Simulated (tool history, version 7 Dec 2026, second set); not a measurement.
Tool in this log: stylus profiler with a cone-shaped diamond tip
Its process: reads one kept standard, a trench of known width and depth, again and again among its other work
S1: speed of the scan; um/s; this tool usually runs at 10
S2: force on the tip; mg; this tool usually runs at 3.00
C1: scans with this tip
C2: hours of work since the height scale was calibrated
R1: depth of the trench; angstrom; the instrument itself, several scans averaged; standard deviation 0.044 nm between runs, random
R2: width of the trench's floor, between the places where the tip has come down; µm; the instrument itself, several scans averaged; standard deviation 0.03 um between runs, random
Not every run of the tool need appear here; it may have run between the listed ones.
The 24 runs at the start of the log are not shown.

run	hour	S1	S2	C1	C2	R1	R2
25	1108.4	10	3.00	4894	757	1013.5	98.31
26	1151.0	4	1.88	5075	785	1010.7	98.34
27	1195.6	9	2.06	5265	814	1010.2	98.34
28	1233.9	13	8.83	5428	839	1024.5	98.40
29	1263.1	4	3.06	5553	858	1013.2	98.45
30	1297.5	15	1.36	5699	881	1010.0	98.27
31	1323.8	15	1.36	5812	898	1009.5	98.32
32	1361.5	21	8.80	5972	923	1025.2	98.33
33	1421.7	8	1.84	6229	963	1011.0	98.33
34	1464.6	8	1.84	6412	991	1011.8	98.33
35	1521.1	8	1.84	6652	1028	1011.3	98.32
36	1559.0	14	2.73	6814	1053	1012.9	98.31
37	1607.9	14	8.78	7022	1086	1025.3	98.29
38	1632.5	5	2.31	7127	1102	1013.3	98.33
39	1691.9	5	1.91	7380	1141	1011.5	98.30
40	1731.3	5	1.91	7548	1167	1012.9	98.34
41	1762.2	7	3.00	7680	1187	1014.3	98.25

Expected results for the next run?
42	1788.3	7	3.00	7791	1204	?	?

R1: 1015.3 angstrom
R2: 98.33 µm
Were there no unlogged condition in the tool, this run, its random variation unchanged, would have produced R1 1010.9 angstrom, R2 98.62 µm.

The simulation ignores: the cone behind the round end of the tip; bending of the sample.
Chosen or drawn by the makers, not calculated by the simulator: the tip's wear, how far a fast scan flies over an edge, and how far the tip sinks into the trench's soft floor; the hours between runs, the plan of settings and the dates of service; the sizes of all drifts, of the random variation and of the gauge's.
